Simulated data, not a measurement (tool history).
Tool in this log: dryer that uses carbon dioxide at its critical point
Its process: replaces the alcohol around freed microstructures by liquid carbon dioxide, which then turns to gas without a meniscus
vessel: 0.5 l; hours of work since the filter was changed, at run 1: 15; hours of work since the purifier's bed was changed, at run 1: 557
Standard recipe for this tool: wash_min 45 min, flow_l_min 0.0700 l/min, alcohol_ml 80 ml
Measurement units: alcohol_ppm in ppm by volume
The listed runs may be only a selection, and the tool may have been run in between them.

run,hour,wash_min,flow_l_min,alcohol_ml,hours of work since the filter was changed,hours of work since the purifier's bed was changed,alcohol_ppm
1,0.0,45,0.0700,80,15,557,790
2,30.5,45,0.0700,80,27,568,811
3,60.2,45,0.0700,80,38,579,802
4,95.3,45,0.0700,80,51,593,841
5,115.7,45,0.0700,80,59,600,858
6,137.7,45,0.0700,80,68,609,868
7,171.1,45,0.0700,80,80,621,903
8,203.6,45,0.0700,80,93,634,904
9,229.0,45,0.0700,80,102,643,899
10,265.0,45,0.0700,80,116,657,947
11,300.6,45,0.0700,80,129,670,930
12,329.6,43,0.0700,80,140,681,1182
13,345.5,45,0.0700,80,146,687,991
14,360.5,45,0.0700,80,152,693,980
15,392.9,45,0.0700,80,164,705,982
16,408.8,44,0.0700,80,170,711,1121
17,424.3,44,0.0700,68,176,717,991
18,454.6,45,0.0700,80,188,729,1052
19,476.9,45,0.0700,80,196,737,1060
20,512.8,45,0.0442,80,210,751,5824
21,544.6,45,0.0745,80,222,763,840
22,569.3,44,0.0962,80,231,772,380
23,585.0,45,0.0751,80,237,778,852
24,600.6,45,0.0751,80,243,784,855
25,615.5,36,0.1083,117,249,790,655
26,644.0,47,0.0545,25,259,800,968
27,676.1,30,0.0614,77,272,813,8160
28,701.6,42,0.0514,54,281,822,3459
29,727.0,42,0.0514,54,291,832,3375
30,756.0,45,0.1108,53,302,843,261
31,784.3,35,0.0700,38,313,854,1767
32,814.0,35,0.0700,38,324,865,1772
33,829.8,35,0.1139,38,330,871,388
34,850.0,35,0.1139,38,337,879,382
35,872.4,43,0.0700,48,346,887,1079
36,897.3,70,0.0688,80,355,896,332
37,925.2,70,0.0688,80,366,907,335
38,957.0,29,0.0688,29,378,919,2861

Branching from run 38: 4 alternative next runs. What would each branch give?
A,979.1,29,0.0688,100,386,927,?
B,979.1,54,0.0503,25,386,927,?
C,979.1,45,0.0700,36,386,927,?
D,979.1,54,0.0861,80,386,927,?

run,alcohol_ppm
A,9384
B,956
C,802
D,373
With no hidden state in the tool, these same runs would have given:
run,alcohol_ppm
A,5884
B,391
C,280
D,49

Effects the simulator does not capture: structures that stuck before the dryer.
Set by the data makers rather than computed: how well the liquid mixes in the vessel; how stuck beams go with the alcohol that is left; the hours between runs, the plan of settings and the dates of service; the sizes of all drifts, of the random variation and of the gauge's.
